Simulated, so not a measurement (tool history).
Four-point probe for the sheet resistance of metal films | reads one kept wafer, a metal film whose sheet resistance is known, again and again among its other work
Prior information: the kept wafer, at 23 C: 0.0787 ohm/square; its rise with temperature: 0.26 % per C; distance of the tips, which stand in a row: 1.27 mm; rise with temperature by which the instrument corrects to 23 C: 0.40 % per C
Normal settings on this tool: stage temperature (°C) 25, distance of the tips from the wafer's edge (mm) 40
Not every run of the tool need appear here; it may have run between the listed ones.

run	hour	stage temperature (°C)	distance of the tips from the wafer's edge (mm)	sheet resistance as the instrument gives it (ohm/square)
1	0.0	25	40	0.078685
2	17.4	25	40	0.078661
3	42.1	25	12	0.079116
4	73.9	25	40	0.078666
5	89.1	25	40	0.078662
6	113.0	25	5	0.081293
7	142.2	25	40	0.078677
8	158.4	25	40	0.078683
9	183.0	25	40	0.078692
10	196.9	25	40	0.078704
11	218.7	25	5	0.081284
12	248.4	25	5	0.081261
13	263.0	25	55	0.078678
14	292.1	25	55	0.078674
15	312.0	25	55	0.078672
16	341.2	25	4	0.082678
17	368.6	25	4	0.082701
18	395.8	25	4	0.082677
19	409.8	23	4	0.082916
20	441.0	25	50	0.078664
21	470.8	25	50	0.078684
22	499.0	25	50	0.078695
23	516.1	25	50	0.078680
24	539.3	19	46	0.079317
25	566.3	23	46	0.078918
26	587.9	23	46	0.078901
27	609.9	25	48	0.078663
28	629.0	25	48	0.078680
29	646.4	19	6	0.081154
30	660.8	33	7	0.079194
31	683.1	33	7	0.079176
32	700.4	32	51	0.077978
33	714.3	20	8	0.080259
34	737.5	25	18	0.078865
35	757.4	25	18	0.078849
36	777.8	29	4	0.082246
37	808.4	29	4	0.082250
38	827.9	22	37	0.079022
39	844.1	32	11	0.078496
40	874.9	32	11	0.078509
41	902.8	22	4	0.083065
42	920.9	25	40	0.078761
43	938.0	23	16	0.079164
44	956.9	20	55	0.079241

Branching from run 44: 4 alternative next runs. What would each branch give?
A	977.6	20	14	?
B	977.6	28	5	?
C	977.6	22	4	?
D	977.6	26	8	?

run	sheet resistance as the instrument gives it (ohm/square)
A	0.079564
B	0.080997
C	0.083049
D	0.079615
With the hidden condition removed and each run's random variation left untouched, the same runs would have given:
run	sheet resistance as the instrument gives it (ohm/square)
A	0.079375
B	0.080805
C	0.082852
D	0.079425
